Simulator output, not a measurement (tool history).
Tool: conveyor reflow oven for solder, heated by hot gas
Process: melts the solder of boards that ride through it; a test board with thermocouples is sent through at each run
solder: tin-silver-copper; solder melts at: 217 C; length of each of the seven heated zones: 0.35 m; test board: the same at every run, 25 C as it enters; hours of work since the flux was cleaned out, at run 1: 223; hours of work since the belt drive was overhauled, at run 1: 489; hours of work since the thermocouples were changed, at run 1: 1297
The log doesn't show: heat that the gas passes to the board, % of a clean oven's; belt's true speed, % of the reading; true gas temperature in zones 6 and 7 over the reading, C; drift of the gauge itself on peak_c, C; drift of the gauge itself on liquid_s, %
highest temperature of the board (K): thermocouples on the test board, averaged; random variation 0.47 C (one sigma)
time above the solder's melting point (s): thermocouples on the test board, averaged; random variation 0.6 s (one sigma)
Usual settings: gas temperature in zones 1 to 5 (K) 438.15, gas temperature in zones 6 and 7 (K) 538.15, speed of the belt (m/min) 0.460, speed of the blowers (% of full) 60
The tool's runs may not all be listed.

run   hour  gas temperature in zones 1 to 5 (K)  gas temperature in zones 6 and 7 (K)  speed of the belt (m/min)  speed of the blowers (% of full)  hours of work since the flux was cleaned out  hours of work since the belt drive was overhauled  hours of work since the thermocouples were changed  highest temperature of the board (K)  time above the solder's melting point (s)
  1    0.0                               438.15                                538.15                      0.460                                60                                           223                                                489                                                1297                                517.15                                       54.8
  2   24.1                               438.15                                538.15                      0.460                                60                                           242                                                508                                                1316                                517.05                                       55.7
  3   50.8                               438.15                                538.15                      0.460                                60                                           264                                                529                                                1337                                517.65                                       55.4
  4   91.1                               438.15                                538.15                      0.460                                82                                           296                                                562                                                1369                                523.05                                       63.2
  5  123.4                               436.15                                538.15                      0.460                                60                                           322                                                587                                                1395                                517.35                                       54.0
  6  161.5                               438.15                                538.15                      0.460                                60                                           352                                                618                                                1425                                516.85                                       55.9
  7  187.7                               438.15                                538.15                      0.514                                60                                           373                                                638                                                1446                                512.65                                       42.7
  8  215.2                               438.15                                538.15                      0.421                                60                                           395                                                660                                                1468                                519.95                                       64.5
     247.4  -- thermocouples of zones 6 and 7 changed
  9  251.7                               438.15                                538.15                      0.379                                60                                           422                                                688                                                   3                                525.25                                       76.9
 10  293.2                               438.15                                538.15                      0.379                                60                                           455                                                721                                                  36                                523.05                                       77.1
 11  315.1                               438.15                                538.15                      0.379                                60                                           472                                                738                                                  54                                523.45                                       76.3
     337.6  -- flux residue cleaned out of gas plates and filters
 12  339.6                               438.15                                541.15                      0.460                                60                                             2                                                754                                                  69                                518.65                                       57.5
 13  367.2                               438.15                                541.15                      0.460                                60                                            24                                                776                                                  91                                519.25                                       57.8
 14  397.7                               438.15                                541.15                      0.460                                60                                            48                                                800                                                 116                                519.05                                       57.7
 15  435.5                               438.15                                538.15                      0.460                                60                                            78                                                830                                                 146                                516.35                                       56.3
 16  456.8                               424.15                                538.15                      0.476                                84                                            95                                                847                                                 163                                520.35                                       52.4
 17  488.1                               424.15                                551.15                      0.484                                76                                           120                                                872                                                 188                                529.05                                       59.0
 18  531.7                               424.15                                530.15                      0.484                                76                                           155                                                907                                                 222                                510.25                                       41.7
 19  555.7                               438.15                                527.15                      0.460                                60                                           174                                                926                                                 241                                507.95                                       43.3
 20  575.1                               438.15                                527.15                      0.460                                60                                           189                                                941                                                 257                                508.05                                       43.0
 21  600.9                               438.15                                527.15                      0.460                                60                                           210                                                962                                                 277                                508.05                                       42.6
 22  622.3                               427.15                                542.15                      0.460                                60                                           227                                                979                                                 294                                517.85                                       51.8
 23  654.5                               449.15                                529.15                      0.388                                75                                           252                                               1004                                                 320                                519.65                                       78.0
 24  679.0                               449.15                                529.15                      0.388                                75                                           272                                               1024                                                 339                                519.85                                       80.1
 25  708.0                               449.15                                529.15                      0.388                                75                                           295                                               1047                                                 363                                519.45                                       78.8
 26  749.7                               449.15                                529.15                      0.386                                54                                           328                                               1080                                                 396                                515.35                                       70.1
 27  772.0                               449.15                                529.15                      0.386                                54                                           346                                               1098                                                 414                                514.85                                       71.1
 28  792.2                               449.15                                529.15                      0.386                                54                                           362                                               1114                                                 430                                514.95                                       69.3
     823.8  -- belt drive overhauled, speed set with a stopwatch
 29  832.8                               438.15                                534.15                      0.460                                51                                           391                                                  7                                                 459                                510.25                                       44.1
 30  868.9                               450.15                                538.15                      0.549                                60                                           420                                                 36                                                 487                                512.75                                       43.4

Forecast each of these 3 alternatives for the next run:
  A  897.3                               444.15                                538.15                      0.549                                60                                           442                                                 58                                                 510                                     ?                                          ?
  B  897.3                               438.15                                537.15                      0.460                                60                                           442                                                 58                                                 510                                     ?                                          ?
  C  897.3                               450.15                                531.15                      0.459                                60                                           442                                                 58                                                 510                                     ?                                          ?

run  highest temperature of the board (K)  time above the solder's melting point (s)
  A                                510.95                                       38.9
  B                                516.35                                       53.4
  C                                513.25                                       54.3
Without the tool's hidden state the same runs would have given:
run  highest temperature of the board (K)  time above the solder's melting point (s)
  A                                511.05                                       39.0
  B                                516.45                                       53.5
  C                                513.25                                       54.4
